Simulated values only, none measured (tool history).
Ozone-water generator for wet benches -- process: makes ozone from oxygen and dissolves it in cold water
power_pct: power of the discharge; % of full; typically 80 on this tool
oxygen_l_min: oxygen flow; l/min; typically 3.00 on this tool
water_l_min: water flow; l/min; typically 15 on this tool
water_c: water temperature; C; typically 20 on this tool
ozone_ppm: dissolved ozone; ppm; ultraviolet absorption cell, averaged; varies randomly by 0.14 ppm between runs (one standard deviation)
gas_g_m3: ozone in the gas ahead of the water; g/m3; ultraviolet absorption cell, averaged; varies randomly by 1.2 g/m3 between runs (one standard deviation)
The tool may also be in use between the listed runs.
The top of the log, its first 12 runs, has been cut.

run,hour,power_pct,oxygen_l_min,water_l_min,water_c,hours of work since the electrodes were changed,hours of work since the contactor was cleaned,hours of work since the thermometer was calibrated,ozone_ppm,gas_g_m3
13,350.1,77,3.00,15,18,1469,6344,210,15.8,207.6
14,376.1,77,3.00,15,18,1489,6364,229,15.9,208.7
15,406.5,77,3.92,15,18,1512,6386,252,15.6,177.4
16,449.5,77,3.92,15,18,1544,6419,284,15.9,177.5
17,489.5,77,3.92,15,18,1574,6449,314,15.7,178.4
18,510.0,44,4.94,15,12,1589,6464,329,10.6,96.0
# hour 523.5: contactor cleaned
19,554.4,80,4.38,15,13,1619,23,359,18.3,170.7
20,579.2,80,4.38,15,13,1638,42,378,18.5,172.7
21,617.5,80,4.38,11,13,1666,70,406,23.9,170.9
22,637.7,80,4.38,11,13,1681,85,421,24.1,173.6
23,666.4,80,4.38,11,13,1703,107,443,24.1,171.8
24,711.5,94,4.38,10,13,1736,140,477,29.9,198.5
25,743.3,54,1.55,10,24,1760,164,500,16.3,222.6
26,783.2,80,1.53,12,20,1790,194,530,19.9,313.2
27,821.3,66,1.53,15,14,1818,222,559,13.7,265.0
28,848.1,66,1.53,10,15,1838,243,579,21.5,266.2
29,878.3,80,3.00,15,13,1861,265,601,17.9,210.8
30,897.9,80,3.00,15,13,1876,280,616,18.0,213.7
31,932.9,80,3.00,15,13,1902,306,642,17.8,212.6
32,957.4,80,4.92,15,20,1920,324,660,16.4,158.6
33,1000.9,98,1.63,24,19,1953,357,693,10.3,358.0

Predict each of these 3 candidate next runs independently; none follows another, all start after run 33:
A,1019.7,95,1.63,12,13,1967,371,707,?,?
B,1019.7,98,4.21,13,19,1967,371,707,?,?
C,1019.7,80,5.10,15,20,1967,371,707,?,?

run,ozone_ppm,gas_g_m3
A,24.6,351.1
B,22.2,206.7
C,16.0,155.1
Stripped of hidden state, with their random variation kept, the same runs would have yielded:
run,ozone_ppm,gas_g_m3
A,26.3,374.0
B,23.8,220.4
C,17.0,164.0
